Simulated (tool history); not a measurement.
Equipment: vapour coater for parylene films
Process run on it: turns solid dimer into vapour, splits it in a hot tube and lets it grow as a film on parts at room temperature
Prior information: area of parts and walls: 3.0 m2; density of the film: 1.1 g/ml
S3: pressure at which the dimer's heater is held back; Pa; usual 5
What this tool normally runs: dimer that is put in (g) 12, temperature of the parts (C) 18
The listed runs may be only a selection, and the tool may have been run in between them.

run 1 hour=0 | dimer_that_is_put_in_(g)=12 temperature_of_the_parts_(C)=18 S3=5 | thickness_of_the_film_(µm)=1.61
run 2 hour=56.3 | dimer_that_is_put_in_(g)=12 temperature_of_the_parts_(C)=14 S3=5 | thickness_of_the_film_(µm)=1.82
run 3 hour=125.8 | dimer_that_is_put_in_(g)=12 temperature_of_the_parts_(C)=14 S3=5 | thickness_of_the_film_(µm)=1.82
run 4 hour=165.8 | dimer_that_is_put_in_(g)=12 temperature_of_the_parts_(C)=14 S3=5 | thickness_of_the_film_(µm)=1.82
run 5 hour=233 | dimer_that_is_put_in_(g)=11 temperature_of_the_parts_(C)=18 S3=5 | thickness_of_the_film_(µm)=1.44
run 6 hour=269.1 | dimer_that_is_put_in_(g)=11 temperature_of_the_parts_(C)=18 S3=5 | thickness_of_the_film_(µm)=1.44
run 7 hour=307.4 | dimer_that_is_put_in_(g)=12 temperature_of_the_parts_(C)=18 S3=5 | thickness_of_the_film_(µm)=1.56
run 8 hour=350.3 | dimer_that_is_put_in_(g)=12 temperature_of_the_parts_(C)=12 S3=5 | thickness_of_the_film_(µm)=1.89
run 9 hour=417.4 | dimer_that_is_put_in_(g)=12 temperature_of_the_parts_(C)=13 S3=5 | thickness_of_the_film_(µm)=1.83
run 10 hour=452.9 | dimer_that_is_put_in_(g)=12 temperature_of_the_parts_(C)=13 S3=5 | thickness_of_the_film_(µm)=1.81
run 11 hour=520.9 | dimer_that_is_put_in_(g)=12 temperature_of_the_parts_(C)=18 S3=4.12 | thickness_of_the_film_(µm)=1.59
run 12 hour=582.1 | dimer_that_is_put_in_(g)=12 temperature_of_the_parts_(C)=18 S3=4.12 | thickness_of_the_film_(µm)=1.55
run 13 hour=624.3 | dimer_that_is_put_in_(g)=12 temperature_of_the_parts_(C)=25 S3=5 | thickness_of_the_film_(µm)=1.18
run 14 hour=692.5 | dimer_that_is_put_in_(g)=12 temperature_of_the_parts_(C)=25 S3=5 | thickness_of_the_film_(µm)=1.18
run 15 hour=747 | dimer_that_is_put_in_(g)=12 temperature_of_the_parts_(C)=13 S3=5 | thickness_of_the_film_(µm)=1.73
run 16 hour=796.9 | dimer_that_is_put_in_(g)=12 temperature_of_the_parts_(C)=18 S3=5 | thickness_of_the_film_(µm)=1.44
-- hour=805.8 trap's valve overhauled
run 17 hour=863.4 | dimer_that_is_put_in_(g)=13 temperature_of_the_parts_(C)=18 S3=5 | thickness_of_the_film_(µm)=1.42
run 18 hour=931.8 | dimer_that_is_put_in_(g)=7 temperature_of_the_parts_(C)=18 S3=5 | thickness_of_the_film_(µm)=0.76
run 19 hour=999.6 | dimer_that_is_put_in_(g)=7 temperature_of_the_parts_(C)=21 S3=5 | thickness_of_the_film_(µm)=0.68
run 20 hour=1029.7 | dimer_that_is_put_in_(g)=7 temperature_of_the_parts_(C)=21 S3=5 | thickness_of_the_film_(µm)=0.68
run 21 hour=1079 | dimer_that_is_put_in_(g)=10 temperature_of_the_parts_(C)=18 S3=5 | thickness_of_the_film_(µm)=1.06
-- hour=1093.4 trap's valve overhauled, once more
run 22 hour=1114.6 | dimer_that_is_put_in_(g)=10 temperature_of_the_parts_(C)=18 S3=5 | thickness_of_the_film_(µm)=1.38
run 23 hour=1178.8 | dimer_that_is_put_in_(g)=10 temperature_of_the_parts_(C)=23 S3=5 | thickness_of_the_film_(µm)=1.14
run 24 hour=1227.6 | dimer_that_is_put_in_(g)=15 temperature_of_the_parts_(C)=18 S3=3.19 | thickness_of_the_film_(µm)=2.25
run 25 hour=1280.7 | dimer_that_is_put_in_(g)=6 temperature_of_the_parts_(C)=14 S3=7.93 | thickness_of_the_film_(µm)=0.84
run 26 hour=1312 | dimer_that_is_put_in_(g)=6 temperature_of_the_parts_(C)=14 S3=7.93 | thickness_of_the_film_(µm)=0.83
run 27 hour=1364.5 | dimer_that_is_put_in_(g)=12 temperature_of_the_parts_(C)=21 S3=2.08 | thickness_of_the_film_(µm)=1.72
run 28 hour=1397.5 | dimer_that_is_put_in_(g)=12 temperature_of_the_parts_(C)=21 S3=10.51 | thickness_of_the_film_(µm)=1.21
run 29 hour=1449.1 | dimer_that_is_put_in_(g)=12 temperature_of_the_parts_(C)=26 S3=5 | thickness_of_the_film_(µm)=1.21
run 30 hour=1479.4 | dimer_that_is_put_in_(g)=12 temperature_of_the_parts_(C)=26 S3=5 | thickness_of_the_film_(µm)=1.2
run 31 hour=1532 | dimer_that_is_put_in_(g)=8 temperature_of_the_parts_(C)=27 S3=5 | thickness_of_the_film_(µm)=0.78
run 32 hour=1597.5 | dimer_that_is_put_in_(g)=8 temperature_of_the_parts_(C)=27 S3=5 | thickness_of_the_film_(µm)=0.79
run 33 hour=1631.6 | dimer_that_is_put_in_(g)=7 temperature_of_the_parts_(C)=12 S3=5 | thickness_of_the_film_(µm)=1.09
run 34 hour=1695.4 | dimer_that_is_put_in_(g)=7 temperature_of_the_parts_(C)=12 S3=5 | thickness_of_the_film_(µm)=1.09
run 35 hour=1730 | dimer_that_is_put_in_(g)=13 temperature_of_the_parts_(C)=12 S3=5 | thickness_of_the_film_(µm)=2
run 36 hour=1779.5 | dimer_that_is_put_in_(g)=15 temperature_of_the_parts_(C)=20 S3=4.68 | thickness_of_the_film_(µm)=1.8
run 37 hour=1822.6 | dimer_that_is_put_in_(g)=19 temperature_of_the_parts_(C)=11 S3=11.62 | thickness_of_the_film_(µm)=2.52
run 38 hour=1880.9 | dimer_that_is_put_in_(g)=7 temperature_of_the_parts_(C)=17 S3=11.62 | thickness_of_the_film_(µm)=0.76
run 39 hour=1937.8 | dimer_that_is_put_in_(g)=7 temperature_of_the_parts_(C)=17 S3=11.62 | thickness_of_the_film_(µm)=0.75
run 40 hour=1994.9 | dimer_that_is_put_in_(g)=7 temperature_of_the_parts_(C)=17 S3=11.62 | thickness_of_the_film_(µm)=0.75
run 41 hour=2053.4 | dimer_that_is_put_in_(g)=6 temperature_of_the_parts_(C)=18 S3=9.04 | thickness_of_the_film_(µm)=0.64
run 42 hour=2100.7 | dimer_that_is_put_in_(g)=20 temperature_of_the_parts_(C)=13 S3=5 | thickness_of_the_film_(µm)=2.85
run 43 hour=2150 | dimer_that_is_put_in_(g)=12 temperature_of_the_parts_(C)=10 S3=5 | thickness_of_the_film_(µm)=1.88
run 44 hour=2201.5 | dimer_that_is_put_in_(g)=12 temperature_of_the_parts_(C)=11 S3=2.62 | thickness_of_the_film_(µm)=2.06
-- hour=2219.4 trap's valve overhauled
run 45 hour=2259.2 | dimer_that_is_put_in_(g)=20 temperature_of_the_parts_(C)=18 S3=5 | thickness_of_the_film_(µm)=2.69
run 46 hour=2306.8 | dimer_that_is_put_in_(g)=20 temperature_of_the_parts_(C)=18 S3=5 | thickness_of_the_film_(µm)=2.73

5 options for the next run, each taken on its own from the tool as it stands now. Forecast them:
run A hour=2373.8 | dimer_that_is_put_in_(g)=7 temperature_of_the_parts_(C)=18 S3=5 | thickness_of_the_film_(µm)=?
run B hour=2373.8 | dimer_that_is_put_in_(g)=12 temperature_of_the_parts_(C)=18 S3=8.28 | thickness_of_the_film_(µm)=?
run C hour=2373.8 | dimer_that_is_put_in_(g)=17 temperature_of_the_parts_(C)=16 S3=5 | thickness_of_the_film_(µm)=?
run D hour=2373.8 | dimer_that_is_put_in_(g)=17 temperature_of_the_parts_(C)=18 S3=9.33 | thickness_of_the_film_(µm)=?
run E hour=2373.8 | dimer_that_is_put_in_(g)=7 temperature_of_the_parts_(C)=24 S3=11.1 | thickness_of_the_film_(µm)=?

run=A thickness_of_the_film_(µm)=0.92
run=B thickness_of_the_film_(µm)=1.42
run=C thickness_of_the_film_(µm)=2.4
run=D thickness_of_the_film_(µm)=1.99
run=E thickness_of_the_film_(µm)=0.64
What these runs would have given with no unlogged condition in the tool:
run=A thickness_of_the_film_(µm)=0.98
run=B thickness_of_the_film_(µm)=1.5
run=C thickness_of_the_film_(µm)=2.53
run=D thickness_of_the_film_(µm)=2.1
run=E thickness_of_the_film_(µm)=0.67
